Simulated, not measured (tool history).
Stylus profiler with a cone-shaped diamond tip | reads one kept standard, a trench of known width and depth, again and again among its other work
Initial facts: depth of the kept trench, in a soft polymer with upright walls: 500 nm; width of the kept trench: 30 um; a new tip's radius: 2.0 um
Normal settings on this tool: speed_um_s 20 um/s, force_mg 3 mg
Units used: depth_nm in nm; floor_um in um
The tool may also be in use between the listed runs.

Run 1, hour 0: usual settings. Result: depth_nm 509.5 nm, floor_um 26.91 um.
Run 2, hour 46.6: usual settings. Result: depth_nm 509.24 nm, floor_um 26.9 um.
Run 3, hour 82.2: usual settings. Result: depth_nm 509.58 nm, floor_um 26.94 um.
Run 4, hour 123.9: usual settings. Result: depth_nm 509.54 nm, floor_um 26.92 um.
Run 5, hour 154.1: usual settings but speed_um_s 46 um/s. Result: depth_nm 509.72 nm, floor_um 26.75 um.
Run 6, hour 187.8: usual settings but speed_um_s 46 um/s. Result: depth_nm 509.78 nm, floor_um 26.79 um.
Run 7, hour 245.3: usual settings. Result: depth_nm 509.72 nm, floor_um 26.94 um.
Run 8, hour 288.6: usual settings but speed_um_s 54 um/s. Result: depth_nm 509.94 nm, floor_um 26.67 um.
Run 9, hour 318.1: usual settings but speed_um_s 54 um/s. Result: depth_nm 509.82 nm, floor_um 26.69 um.
At hour 323.6: height scale calibrated on a step standard.
Run 10, hour 368.1: usual settings but speed_um_s 54 um/s. Result: depth_nm 511.69 nm, floor_um 26.62 um.
Run 11, hour 404.9: usual settings but speed_um_s 54 um/s. Result: depth_nm 511.48 nm, floor_um 26.72 um.
Run 12, hour 455.8: usual settings but speed_um_s 54 um/s. Result: depth_nm 511.45 nm, floor_um 26.64 um.

Run 13, settings as shown, results not yet in. Your forecast:
At hour 465.9: height scale calibrated on a step standard, once more.
Run 13, hour 504.1: usual settings but speed_um_s 9 um/s, force_mg 1.23 mg. Result: depth_nm ?, floor_um ?.

Run 13 gave depth_nm 504.26 nm, floor_um 26.89 um.
Were there no unlogged condition in the tool, this run, its random variation unchanged, would have produced depth_nm 504.22 nm, floor_um 27.28 um.
